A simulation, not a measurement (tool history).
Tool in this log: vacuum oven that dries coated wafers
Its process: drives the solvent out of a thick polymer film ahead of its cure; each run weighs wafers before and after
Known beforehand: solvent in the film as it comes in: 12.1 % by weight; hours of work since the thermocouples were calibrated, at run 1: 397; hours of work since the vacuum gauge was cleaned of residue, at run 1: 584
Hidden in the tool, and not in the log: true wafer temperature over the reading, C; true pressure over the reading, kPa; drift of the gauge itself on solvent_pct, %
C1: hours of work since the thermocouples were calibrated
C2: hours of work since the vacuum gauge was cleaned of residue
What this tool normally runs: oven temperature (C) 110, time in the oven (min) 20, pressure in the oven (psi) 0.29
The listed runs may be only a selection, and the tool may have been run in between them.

{"run": 1, "day": 0.0, "oven temperature (C)": 110, "time in the oven (min)": 20, "pressure in the oven (psi)": 0.29, "C1": 397, "C2": 584, "solvent left in the film (%)": 3.09}
{"run": 2, "day": 0.721, "oven temperature (C)": 110, "time in the oven (min)": 20, "pressure in the oven (psi)": 0.29, "C1": 409, "C2": 597, "solvent left in the film (%)": 3.09}
{"run": 3, "day": 1.642, "oven temperature (C)": 110, "time in the oven (min)": 20, "pressure in the oven (psi)": 0.29, "C1": 424, "C2": 612, "solvent left in the film (%)": 3.04}
{"run": 4, "day": 2.879, "oven temperature (C)": 110, "time in the oven (min)": 20, "pressure in the oven (psi)": 0.29, "C1": 445, "C2": 633, "solvent left in the film (%)": 3.04}
{"run": 5, "day": 3.629, "oven temperature (C)": 110, "time in the oven (min)": 15, "pressure in the oven (psi)": 0.29, "C1": 457, "C2": 645, "solvent left in the film (%)": 3.96}
{"run": 6, "day": 4.288, "oven temperature (C)": 110, "time in the oven (min)": 15, "pressure in the oven (psi)": 0.29, "C1": 468, "C2": 656, "solvent left in the film (%)": 3.94}
{"run": 7, "day": 5.142, "oven temperature (C)": 110, "time in the oven (min)": 20, "pressure in the oven (psi)": 0.29, "C1": 483, "C2": 671, "solvent left in the film (%)": 3.03}
{"run": 8, "day": 6.029, "oven temperature (C)": 98, "time in the oven (min)": 20, "pressure in the oven (psi)": 0.29, "C1": 498, "C2": 686, "solvent left in the film (%)": 5.41}
{"run": 9, "day": 6.567, "oven temperature (C)": 108, "time in the oven (min)": 20, "pressure in the oven (psi)": 0.29, "C1": 507, "C2": 695, "solvent left in the film (%)": 3.38}
{"run": 10, "day": 7.292, "oven temperature (C)": 110, "time in the oven (min)": 10, "pressure in the oven (psi)": 0.29, "C1": 519, "C2": 707, "solvent left in the film (%)": 5.28}
{"run": 11, "day": 7.946, "oven temperature (C)": 110, "time in the oven (min)": 20, "pressure in the oven (psi)": 0.29, "C1": 530, "C2": 718, "solvent left in the film (%)": 3.05}
{"run": 12, "day": 8.471, "oven temperature (C)": 110, "time in the oven (min)": 20, "pressure in the oven (psi)": 0.29, "C1": 539, "C2": 727, "solvent left in the film (%)": 3.03}
{"run": 13, "day": 9.017, "oven temperature (C)": 110, "time in the oven (min)": 20, "pressure in the oven (psi)": 0.29, "C1": 548, "C2": 736, "solvent left in the film (%)": 3.09}
{"run": 14, "day": 9.629, "oven temperature (C)": 110, "time in the oven (min)": 20, "pressure in the oven (psi)": 0.29, "C1": 558, "C2": 746, "solvent left in the film (%)": 3.03}
{"run": 15, "day": 10.504, "oven temperature (C)": 110, "time in the oven (min)": 20, "pressure in the oven (psi)": 0.502, "C1": 573, "C2": 761, "solvent left in the film (%)": 3.57}
{"run": 16, "day": 11.646, "oven temperature (C)": 110, "time in the oven (min)": 16, "pressure in the oven (psi)": 0.885, "C1": 592, "C2": 780, "solvent left in the film (%)": 5.29}
{"run": 17, "day": 12.696, "oven temperature (C)": 110, "time in the oven (min)": 19, "pressure in the oven (psi)": 0.203, "C1": 609, "C2": 797, "solvent left in the film (%)": 2.91}
{"run": 18, "day": 13.575, "oven temperature (C)": 116, "time in the oven (min)": 19, "pressure in the oven (psi)": 0.321, "C1": 624, "C2": 812, "solvent left in the film (%)": 2.24}
{"run": 19, "day": 14.579, "oven temperature (C)": 119, "time in the oven (min)": 32, "pressure in the oven (psi)": 0.261, "C1": 641, "C2": 829, "solvent left in the film (%)": 0.91}
{"run": 20, "day": 15.65, "oven temperature (C)": 111, "time in the oven (min)": 32, "pressure in the oven (psi)": 0.261, "C1": 659, "C2": 847, "solvent left in the film (%)": 1.62}
{"run": 21, "day": 16.275, "oven temperature (C)": 110, "time in the oven (min)": 15, "pressure in the oven (psi)": 0.582, "C1": 669, "C2": 857, "solvent left in the film (%)": 4.7}
{"run": 22, "day": 16.996, "oven temperature (C)": 103, "time in the oven (min)": 27, "pressure in the oven (psi)": 0.754, "C1": 682, "C2": 870, "solvent left in the film (%)": 5}
{"run": 23, "day": 17.817, "oven temperature (C)": 107, "time in the oven (min)": 16, "pressure in the oven (psi)": 0.284, "C1": 695, "C2": 883, "solvent left in the film (%)": 4.32}
{"run": 24, "day": 18.954, "oven temperature (C)": 108, "time in the oven (min)": 16, "pressure in the oven (psi)": 0.241, "C1": 714, "C2": 902, "solvent left in the film (%)": 3.9}
{"run": 25, "day": 20.062, "oven temperature (C)": 108, "time in the oven (min)": 16, "pressure in the oven (psi)": 0.241, "C1": 733, "C2": 921, "solvent left in the film (%)": 3.93}
{"run": 26, "day": 20.992, "oven temperature (C)": 119, "time in the oven (min)": 17, "pressure in the oven (psi)": 0.263, "C1": 749, "C2": 936, "solvent left in the film (%)": 1.96}
{"run": 27, "day": 22.088, "oven temperature (C)": 119, "time in the oven (min)": 29, "pressure in the oven (psi)": 0.263, "C1": 767, "C2": 955, "solvent left in the film (%)": 1.04}

Each row is a separate what-if for the run after 27, all from the same tool condition, not one after another. Results?
{"run": "A", "day": 23.167, "oven temperature (C)": 119, "time in the oven (min)": 29, "pressure in the oven (psi)": 0.162, "C1": 785, "C2": 973, "solvent left in the film (%)": "?"}
{"run": "B", "day": 23.167, "oven temperature (C)": 110, "time in the oven (min)": 33, "pressure in the oven (psi)": 0.29, "C1": 785, "C2": 973, "solvent left in the film (%)": "?"}
{"run": "C", "day": 23.167, "oven temperature (C)": 98, "time in the oven (min)": 24, "pressure in the oven (psi)": 0.574, "C1": 785, "C2": 973, "solvent left in the film (%)": "?"}
{"run": "D", "day": 23.167, "oven temperature (C)": 107, "time in the oven (min)": 29, "pressure in the oven (psi)": 0.245, "C1": 785, "C2": 973, "solvent left in the film (%)": "?"}
{"run": "E", "day": 23.167, "oven temperature (C)": 111, "time in the oven (min)": 20, "pressure in the oven (psi)": 0.5, "C1": 785, "C2": 973, "solvent left in the film (%)": "?"}

run=A solvent_left_in_the_film_(%)=0.77
run=B solvent_left_in_the_film_(%)=1.86
run=C solvent_left_in_the_film_(%)=5.77
run=D solvent_left_in_the_film_(%)=2.34
run=E solvent_left_in_the_film_(%)=3.38
Without the tool's hidden state the same runs would have given:
run=A solvent_left_in_the_film_(%)=0.79
run=B solvent_left_in_the_film_(%)=1.93
run=C solvent_left_in_the_film_(%)=5.95
run=D solvent_left_in_the_film_(%)=2.45
run=E solvent_left_in_the_film_(%)=3.54
